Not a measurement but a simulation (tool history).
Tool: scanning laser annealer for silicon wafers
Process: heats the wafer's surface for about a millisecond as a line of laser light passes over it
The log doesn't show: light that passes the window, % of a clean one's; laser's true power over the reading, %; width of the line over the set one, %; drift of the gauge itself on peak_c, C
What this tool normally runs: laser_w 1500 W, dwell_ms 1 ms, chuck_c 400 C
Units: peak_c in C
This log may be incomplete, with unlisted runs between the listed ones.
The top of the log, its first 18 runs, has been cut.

run	hour	laser_w	dwell_ms	chuck_c	hours of work since the window was cleaned	hours of work since the power meter was calibrated	hours of work since the optics were aligned	peak_c
19	134.8	1500	1	426	320	205	353	1169
20	142	1551	1	400	324	209	357	1177
21	147.7	1551	1	400	327	213	360	1178
22	152.8	1500	1.07	385	330	216	363	1150
23	162.8	1500	1.07	385	336	222	369	1152
24	167	1500	1.07	385	339	224	371	1152
25	172.4	1329	0.72	376	342	227	375	930
26	182.2	1329	0.82	403	348	233	380	989
27	190.5	1541	0.96	422	352	238	385	1181
28	198.9	1288	0.87	402	357	243	390	976
29	205.8	1438	1.11	383	361	247	394	1121
30	211.7	1642	1.08	400	365	250	398	1266
31	216.4	1365	0.82	364	368	253	400	968
32	222.7	1500	0.82	437	371	257	404	1122
33	232.3	1500	1	437	377	262	410	1182
34	239.1	1500	1	437	381	266	414	1182
35	248	1500	1	437	386	271	419	1184
36	255.8	1544	1	434	391	276	424	1206
37	261.9	1544	1	434	394	280	427	1207
38	270.1	1599	1.12	417	399	284	432	1268
39	275.2	1599	1.12	417	402	287	435	1268
40	281.3	1549	1	361	406	291	438	1136

Run 41, settings as shown, results not yet in. Your forecast:
41	286.7	1500	0.72	400	409	294	442	?

peak_c: 1043 C
The same run, on a tool lacking any hidden state, would have yielded peak_c 1044 C.

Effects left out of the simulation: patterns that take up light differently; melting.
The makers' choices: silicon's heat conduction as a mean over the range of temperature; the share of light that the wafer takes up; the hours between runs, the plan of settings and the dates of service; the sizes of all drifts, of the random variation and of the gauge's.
